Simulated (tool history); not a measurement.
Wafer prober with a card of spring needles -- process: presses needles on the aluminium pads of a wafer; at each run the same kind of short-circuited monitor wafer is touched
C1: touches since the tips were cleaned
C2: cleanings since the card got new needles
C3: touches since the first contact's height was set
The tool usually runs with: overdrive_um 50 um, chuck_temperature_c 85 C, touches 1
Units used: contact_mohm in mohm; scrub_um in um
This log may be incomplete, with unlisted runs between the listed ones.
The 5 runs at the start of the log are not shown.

Run 6, hour 73.2: usual settings; C1 4176; C2 14; C3 76746. Result: contact_mohm 249 mohm, scrub_um 8.06 um.
At hour 74.4: tips cleaned on abrasive film.
Run 7, hour 84.4: usual settings but chuck_temperature_c 37 C; C1 2662; C2 15; C3 79686. Result: contact_mohm 236 mohm, scrub_um 8.03 um.
At hour 91.7: tips cleaned on abrasive film.
Run 8, hour 100.2: usual settings but chuck_temperature_c 103 C; C1 2268; C2 16; C3 83879. Result: contact_mohm 225 mohm, scrub_um 7.95 um.
At hour 109.3: tips cleaned on abrasive film.
Run 9, hour 112.6: usual settings but chuck_temperature_c 55 C; C1 889; C2 17; C3 87142. Result: contact_mohm 190 mohm, scrub_um 7.94 um.
At hour 127.3: tips cleaned on abrasive film.
Run 10, hour 129.6: usual settings but chuck_temperature_c 76 C; C1 600; C2 18; C3 91635. Result: contact_mohm 176 mohm, scrub_um 7.96 um.
At hour 144.7: tips cleaned on abrasive film.
Run 11, hour 145.3: usual settings but chuck_temperature_c 76 C; C1 157; C2 19; C3 95780. Result: contact_mohm 161 mohm, scrub_um 7.93 um.
Run 12, hour 155.9: usual settings; C1 2996; C2 19; C3 98619. Result: contact_mohm 246 mohm, scrub_um 7.94 um.
At hour 161.6: tips cleaned on abrasive film.
Run 13, hour 164.0: usual settings; C1 636; C2 20; C3 100732. Result: contact_mohm 187 mohm, scrub_um 7.91 um.
At hour 178.7: tips cleaned on abrasive film.
Run 14, hour 182.5: usual settings but overdrive_um 44 um; C1 995; C2 21; C3 105623. Result: contact_mohm 219 mohm, scrub_um 6.70 um.
At hour 195.7: tips cleaned on abrasive film.
Run 15, hour 196.4: usual settings but overdrive_um 44 um; C1 183; C2 22; C3 109299. Result: contact_mohm 179 mohm, scrub_um 6.85 um.
Run 16, hour 212.3: usual settings but overdrive_um 44 um; C1 4421; C2 22; C3 113537. Result: contact_mohm 293 mohm, scrub_um 6.78 um.
At hour 213.8: tips cleaned on abrasive film.
Run 17, hour 227.1: usual settings but overdrive_um 44 um; C1 3533; C2 23; C3 117443. Result: contact_mohm 294 mohm, scrub_um 6.85 um.
At hour 230.6: tips cleaned on abrasive film.
Run 18, hour 242.5: usual settings but chuck_temperature_c 71 C, touches 2; C1 3160; C2 24; C3 121517. Result: contact_mohm 205 mohm, scrub_um 7.79 um.
At hour 247.6: tips cleaned on abrasive film.
Run 19, hour 259.6: usual settings but chuck_temperature_c 71 C, touches 2; C1 3188; C2 25; C3 126035. Result: contact_mohm 208 mohm, scrub_um 7.81 um.
At hour 265.2: tips cleaned on abrasive film.
Run 20, hour 277.7: usual settings but chuck_temperature_c 71 C, touches 2; C1 3328; C2 26; C3 130836. Result: contact_mohm 210 mohm, scrub_um 7.81 um.
At hour 282.4: tips cleaned on abrasive film.
Run 21, hour 294.5: usual settings but overdrive_um 52 um, chuck_temperature_c 47 C, touches 2; C1 3226; C2 27; C3 135273. Result: contact_mohm 203 mohm, scrub_um 8.01 um.
At hour 300.2: tips cleaned on abrasive film.
Run 22, hour 303.0: usual settings but overdrive_um 60 um, chuck_temperature_c 95 C, touches 2; C1 734; C2 28; C3 137500. Result: contact_mohm 162 mohm, scrub_um 9.35 um.
Run 23, hour 314.2: usual settings but overdrive_um 60 um, chuck_temperature_c 95 C, touches 2; C1 3726; C2 28; C3 140492. Result: contact_mohm 191 mohm, scrub_um 9.37 um.
At hour 317.0: tips cleaned on abrasive film.
Run 24, hour 322.9: usual settings but overdrive_um 60 um, chuck_temperature_c 95 C, touches 2; C1 1564; C2 29; C3 142774. Result: contact_mohm 173 mohm, scrub_um 9.39 um.

Estimate the outcome of run 25 from the log above:
At hour 334.1: tips cleaned on abrasive film.
Run 25, hour 335.8: usual settings but overdrive_um 60 um, chuck_temperature_c 95 C, touches 2; C1 453; C2 30; C3 146192. Result: contact_mohm ?, scrub_um ?.

contact_mohm: 156 mohm
scrub_um: 9.42 um
Minus the tool's unlogged condition, the same run would have read contact_mohm 134 mohm, scrub_um 10.02 um.

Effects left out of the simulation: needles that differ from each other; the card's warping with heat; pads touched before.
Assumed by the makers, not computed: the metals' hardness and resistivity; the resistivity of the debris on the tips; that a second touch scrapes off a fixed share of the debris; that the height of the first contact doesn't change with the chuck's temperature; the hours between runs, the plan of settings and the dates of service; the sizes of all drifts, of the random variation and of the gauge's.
